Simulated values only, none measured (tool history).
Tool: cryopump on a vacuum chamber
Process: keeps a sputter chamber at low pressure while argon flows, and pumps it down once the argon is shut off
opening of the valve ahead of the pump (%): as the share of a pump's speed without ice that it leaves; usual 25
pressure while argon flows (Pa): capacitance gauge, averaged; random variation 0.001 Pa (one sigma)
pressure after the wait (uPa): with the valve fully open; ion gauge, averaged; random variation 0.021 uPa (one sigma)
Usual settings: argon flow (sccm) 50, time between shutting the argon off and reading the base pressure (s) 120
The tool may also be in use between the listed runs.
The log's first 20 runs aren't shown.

run    hour  argon flow (sccm)  time between shutting the argon off and reading the base pressure (s)  opening of the valve ahead of the pump (%)  pressure while argon flows (Pa)  pressure after the wait (uPa)
 21  1939.5                 27                                                                    120                                          25                           0.1264                           1.35
 22  2025.6                 27                                                                    120                                          25                           0.1272                            1.4
 23  2146.5                 27                                                                    120                                          25                           0.1275                           1.52
 24  2213.7                 20                                                                    222                                          25                           0.0946                           1.45
 25  2297.4                 29                                                                     31                                          45                           0.0802                           2.41
 26  2419.9                 29                                                                     25                                          19                           0.1815                           2.82
 27  2486.2                 29                                                                     25                                          19                           0.1811                           2.62
     2560.9  -- pump warmed up, emptied and cooled again
 28  2614.2                 44                                                                    120                                          56                            0.091                           1.44
 29  2737.9                 79                                                                    120                                          25                           0.3618                           1.63
 30  2859.8                 79                                                                    120                                          25                            0.365                            1.6
 31  2938.6                 48                                                                     63                                          47                           0.1207                           1.83
 32  3025.5                 48                                                                    120                                          25                           0.2221                           1.76
 33  3147.5                 48                                                                    120                                          25                            0.224                           1.81
 34  3219.5                 48                                                                    120                                          25                           0.2247                           1.86
 35  3271.9                 48                                                                    120                                          25                           0.2245                            1.9

3 ways to go on from here, each from the tool as it stands after run 35. What would each give?
  A  3350.7                 50                                                                     35                                          33                                ?                              ?
  B  3350.7                 48                                                                     55                                          25                                ?                              ?
  C  3350.7                 71                                                                     41                                          25                                ?                              ?

run  pressure while argon flows (Pa)  pressure after the wait (uPa)
  A                           0.1788                           2.54
  B                            0.225                            2.2
  C                           0.3331                           2.45
Without the tool's hidden state the same runs would have given:
run  pressure while argon flows (Pa)  pressure after the wait (uPa)
  A                           0.1705                           1.13
  B                           0.2169                           0.78
  C                           0.3212                           1.02
